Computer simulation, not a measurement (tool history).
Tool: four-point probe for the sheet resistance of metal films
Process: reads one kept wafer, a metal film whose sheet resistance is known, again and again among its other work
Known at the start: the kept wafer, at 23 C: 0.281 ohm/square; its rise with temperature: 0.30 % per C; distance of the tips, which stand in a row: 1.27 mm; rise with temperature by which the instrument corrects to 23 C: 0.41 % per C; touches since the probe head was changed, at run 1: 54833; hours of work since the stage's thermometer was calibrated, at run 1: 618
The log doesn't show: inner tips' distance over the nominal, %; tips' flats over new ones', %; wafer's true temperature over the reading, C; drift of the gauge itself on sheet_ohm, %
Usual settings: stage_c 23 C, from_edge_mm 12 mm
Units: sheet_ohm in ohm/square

run	hour	stage_c	from_edge_mm	touches since the probe head was changed	hours of work since the stage's thermometer was calibrated	sheet_ohm
1	0.0	23	12	54833	618	0.283344
2	24.4	23	12	55974	631	0.283448
3	46.3	23	12	57003	644	0.283468
4	77.4	23	60	58459	661	0.281845
5	121.4	23	60	60524	686	0.281804
6	163.3	23	12	62485	710	0.283485
7	213.4	23	12	64833	738	0.283490
8	252.3	23	12	66658	760	0.283703
9	279.7	23	12	67939	775	0.283656
10	323.4	23	43	69987	800	0.282122
11	371.8	23	43	72258	827	0.282049
12	416.1	23	43	74335	852	0.282043
13	450.6	23	43	75952	871	0.282139
14	494.0	23	43	77986	895	0.282109
15	528.2	23	6	79584	915	0.288723
16	552.8	22	8	80738	928	0.286253
17	596.0	22	5	82764	953	0.291839
18	639.7	20	18	84814	977	0.283838
19	685.6	20	18	86965	1003	0.283769
# hour 689.5: stage's thermometer calibrated
20	709.4	23	8	88054	11	0.286086
21	757.3	23	8	90298	38	0.286122
22	805.8	33	59	92570	65	0.279294
23	835.1	19	6	93944	82	0.290362
# hour 839.6: stage's thermometer calibrated, once more
24	869.3	20	27	95523	17	0.283387
25	898.9	22	16	96911	33	0.283337
26	935.7	23	22	98635	54	0.282602
27	976.2	23	51	100536	77	0.282219

3 ways to go on from here, each from the tool as it stands after run 27. What would each give?
A	1018.2	21	57	102505	100	?
B	1018.2	23	70	102505	100	?
C	1018.2	29	51	102505	100	?

run	sheet_ohm
A	0.282829
B	0.282254
C	0.280501
Without the tool's hidden state the same runs would have given:
run	sheet_ohm
A	0.281679
B	0.281107
C	0.279362

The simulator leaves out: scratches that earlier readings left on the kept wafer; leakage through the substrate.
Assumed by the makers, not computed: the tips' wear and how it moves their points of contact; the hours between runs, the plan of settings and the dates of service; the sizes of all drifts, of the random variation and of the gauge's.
